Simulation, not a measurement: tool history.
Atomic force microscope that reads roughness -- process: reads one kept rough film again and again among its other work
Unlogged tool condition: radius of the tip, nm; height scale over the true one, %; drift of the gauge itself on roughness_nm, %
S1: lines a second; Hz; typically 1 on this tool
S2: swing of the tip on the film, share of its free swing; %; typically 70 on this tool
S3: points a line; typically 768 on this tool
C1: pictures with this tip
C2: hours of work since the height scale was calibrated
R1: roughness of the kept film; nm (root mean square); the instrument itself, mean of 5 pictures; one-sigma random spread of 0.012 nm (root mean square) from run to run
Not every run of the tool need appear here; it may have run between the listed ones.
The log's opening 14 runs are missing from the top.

run,hour,S1,S2,S3,C1,C2,R1
15,372.5,1.63,86,768,202,492,2.176
# hour 404.7: new tip fitted
16,405,1.63,86,768,1,514,2.669
17,433.2,1,81,768,57,533,2.665
18,461.4,1,81,768,114,553,2.533
19,495.8,1,70,768,184,576,2.449
20,531.2,1,70,768,255,601,2.311
# hour 536.6: new tip fitted
21,552.2,1,70,768,31,615,2.832
22,583.6,1,70,768,94,637,2.626
23,615.9,1,70,768,160,659,2.472
24,653.4,1,62,768,235,685,2.372
# hour 669.2: new tip fitted
25,673.3,0.53,70,906,8,698,2.933
26,703.1,3.69,81,457,68,719,2.275
27,724.9,3.69,82,457,112,734,2.167
28,751.1,3.69,82,457,165,752,2.079
29,779.3,0.76,72,678,222,771,2.413
# hour 802.9: new tip fitted
30,805.3,0.76,72,678,5,789,2.904
31,843,0.76,72,678,81,815,2.704
32,869.4,3.92,68,515,134,833,2.325
33,891.8,1,89,459,179,848,2.293
34,915.2,0.55,84,273,226,864,2.292
# hour 934.6: new tip fitted
35,953.5,3.38,70,768,38,891,2.564
36,983.3,1,70,369,98,911,2.623
37,1016.7,0.62,59,768,165,934,2.521

What will run 38 give?
38,1034.7,1,59,346,201,947,?

{"run 38": {"R1": 2.439}}
Had the tool carried no hidden state, the very same run would have given R1 2.955 nm (root mean square).
